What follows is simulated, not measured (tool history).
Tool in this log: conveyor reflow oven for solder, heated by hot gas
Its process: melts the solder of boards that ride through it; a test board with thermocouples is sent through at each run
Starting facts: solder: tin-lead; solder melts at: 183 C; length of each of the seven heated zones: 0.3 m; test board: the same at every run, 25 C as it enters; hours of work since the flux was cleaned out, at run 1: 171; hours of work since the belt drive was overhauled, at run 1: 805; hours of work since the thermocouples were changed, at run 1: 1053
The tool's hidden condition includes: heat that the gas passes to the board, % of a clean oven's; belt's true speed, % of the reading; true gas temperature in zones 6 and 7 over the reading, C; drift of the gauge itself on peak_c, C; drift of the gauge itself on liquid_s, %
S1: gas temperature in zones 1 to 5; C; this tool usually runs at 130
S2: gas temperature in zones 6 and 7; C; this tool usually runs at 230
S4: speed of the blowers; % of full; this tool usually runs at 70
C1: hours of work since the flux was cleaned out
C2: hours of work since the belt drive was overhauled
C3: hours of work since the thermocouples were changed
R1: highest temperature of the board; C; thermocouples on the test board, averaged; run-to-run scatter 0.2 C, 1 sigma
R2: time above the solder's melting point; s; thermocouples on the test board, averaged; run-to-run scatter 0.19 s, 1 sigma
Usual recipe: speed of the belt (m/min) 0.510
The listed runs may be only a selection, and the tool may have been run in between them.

Run 1, hour 0.0: usual settings; C1 171; C2 805; C3 1053. Result: R1 209.4 C, R2 44.5 s.
Run 2, hour 26.0: usual settings; C1 188; C2 822; C3 1070. Result: R1 209.4 C, R2 44.2 s.
Run 3, hour 52.4: usual settings but S2 241 C; C1 205; C2 840; C3 1088. Result: R1 218.7 C, R2 51.9 s.
Run 4, hour 76.9: usual settings but S2 241 C; C1 221; C2 856; C3 1104. Result: R1 218.3 C, R2 51.5 s.
Run 5, hour 93.2: usual settings but S2 241 C; C1 232; C2 866; C3 1114. Result: R1 218.3 C, R2 51.5 s.
Run 6, hour 126.9: usual settings but S2 241 C; C1 254; C2 888; C3 1137. Result: R1 218.0 C, R2 51.3 s.
Run 7, hour 159.1: usual settings but S2 239 C; C1 275; C2 910; C3 1158. Result: R1 216.3 C, R2 49.9 s.
Run 8, hour 191.6: usual settings; C1 297; C2 931; C3 1179. Result: R1 208.4 C, R2 43.0 s.
At hour 219.0: thermocouples of zones 6 and 7 changed.
Run 9, hour 222.7: usual settings; C1 316; C2 950; C3 2. Result: R1 209.8 C, R2 44.4 s.
Run 10, hour 255.7: usual settings; C1 337; C2 972; C3 24. Result: R1 210.1 C, R2 44.6 s.
At hour 267.5: flux residue cleaned out of gas plates and filters.
Run 11, hour 288.6: usual settings; C1 14; C2 990; C3 42. Result: R1 212.5 C, R2 47.2 s.
Run 12, hour 319.1: usual settings but speed of the belt (m/min) 0.431; C1 34; C2 1010; C3 62. Result: R1 216.9 C, R2 62.1 s.
Run 13, hour 353.2: usual settings but speed of the belt (m/min) 0.431; C1 56; C2 1032; C3 85. Result: R1 216.9 C, R2 61.7 s.
Run 14, hour 374.6: usual settings but speed of the belt (m/min) 0.431; C1 70; C2 1046; C3 99. Result: R1 216.8 C, R2 61.5 s.
Run 15, hour 405.1: usual settings but S1 138 C, S4 77 % of full; C1 90; C2 1066; C3 119. Result: R1 214.0 C, R2 51.7 s.
Run 16, hour 426.0: usual settings but S1 138 C, S4 77 % of full; C1 104; C2 1080; C3 132. Result: R1 214.2 C, R2 51.2 s.
Run 17, hour 457.9: usual settings but S1 115 C, speed of the belt (m/min) 0.475, S4 71 % of full; C1 125; C2 1101; C3 153. Result: R1 211.3 C, R2 46.0 s.
Run 18, hour 486.3: usual settings but S1 115 C, speed of the belt (m/min) 0.475, S4 71 % of full; C1 144; C2 1120; C3 172. Result: R1 211.0 C, R2 45.9 s.
Run 19, hour 502.6: usual settings but S1 115 C, speed of the belt (m/min) 0.475, S4 71 % of full; C1 154; C2 1130; C3 183. Result: R1 211.0 C, R2 45.6 s.
Run 20, hour 519.5: usual settings but speed of the belt (m/min) 0.443; C1 165; C2 1141; C3 194. Result: R1 215.3 C, R2 58.2 s.
Run 21, hour 541.8: usual settings but speed of the belt (m/min) 0.443; C1 180; C2 1156; C3 208. Result: R1 215.2 C, R2 58.1 s.
Run 22, hour 561.7: usual settings but S1 119 C, S2 239 C, speed of the belt (m/min) 0.551, S4 89 % of full; C1 193; C2 1169; C3 221. Result: R1 217.3 C, R2 43.9 s.

Branching from run 22: 4 alternative next runs. What would each branch give?
Run A, hour 576.2: usual settings but S1 117 C, S2 229 C, speed of the belt (m/min) 0.551, S4 55 % of full; C1 202; C2 1179; C3 231. Result: R1 ?, R2 ?.
Run B, hour 576.2: usual settings but S2 237 C, speed of the belt (m/min) 0.426; C1 202; C2 1179; C3 231. Result: R1 ?, R2 ?.
Run C, hour 576.2: usual settings but S2 229 C, speed of the belt (m/min) 0.531, S4 89 % of full; C1 202; C2 1179; C3 231. Result: R1 ?, R2 ?.
Run D, hour 576.2: usual settings but S1 125 C, S2 239 C, speed of the belt (m/min) 0.490, S4 68 % of full; C1 202; C2 1179; C3 231. Result: R1 ?, R2 ?.

run     R1    R2
  A  200.2  27.5
  B  222.6  66.4
  C  211.3  45.1
  D  218.6  52.6
Take away the tool's hidden state, keep each run's random variation, and the runs would have read:
run     R1    R2
  A  201.9  29.0
  B  224.1  66.6
  C  213.2  46.1
  D  220.4  53.2
